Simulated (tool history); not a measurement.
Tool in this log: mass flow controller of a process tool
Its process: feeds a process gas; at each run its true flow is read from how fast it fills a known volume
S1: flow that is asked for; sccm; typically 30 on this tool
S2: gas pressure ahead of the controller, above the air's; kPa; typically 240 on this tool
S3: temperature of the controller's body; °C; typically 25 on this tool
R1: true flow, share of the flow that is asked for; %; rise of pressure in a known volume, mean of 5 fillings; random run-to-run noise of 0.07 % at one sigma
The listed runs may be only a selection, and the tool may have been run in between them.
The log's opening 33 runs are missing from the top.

run	hour	S1	S2	S3	R1
34	3034.0	16	165	30	100.24
35	3131.3	43	252	26	100.72
36	3265.6	15	155	23	100.71
37	3363.6	93	155	23	102.66
38	3458.9	29	278	23	100.65
39	3548.3	21	142	24	100.89
40	3663.2	30	240	22	101.03
41	3786.7	20	240	29	100.66
42	3919.3	12	240	36	100.97
43	3998.9	17	194	25	101.02
44	4108.8	25	184	38	100.75
45	4241.0	30	268	25	101.21
46	4367.5	37	240	40	100.89
47	4456.3	17	185	25	101.61

3 options for the next run, each taken on its own from the tool as it stands now. Forecast them:
A	4565.0	39	271	38	?
B	4565.0	94	159	31	?
C	4565.0	12	240	38	?

run	R1
A	100.93
B	102.93
C	101.52
Stripped of hidden state, with their random variation kept, the same runs would have yielded:
run	R1
A	97.25
B	99.59
C	96.51
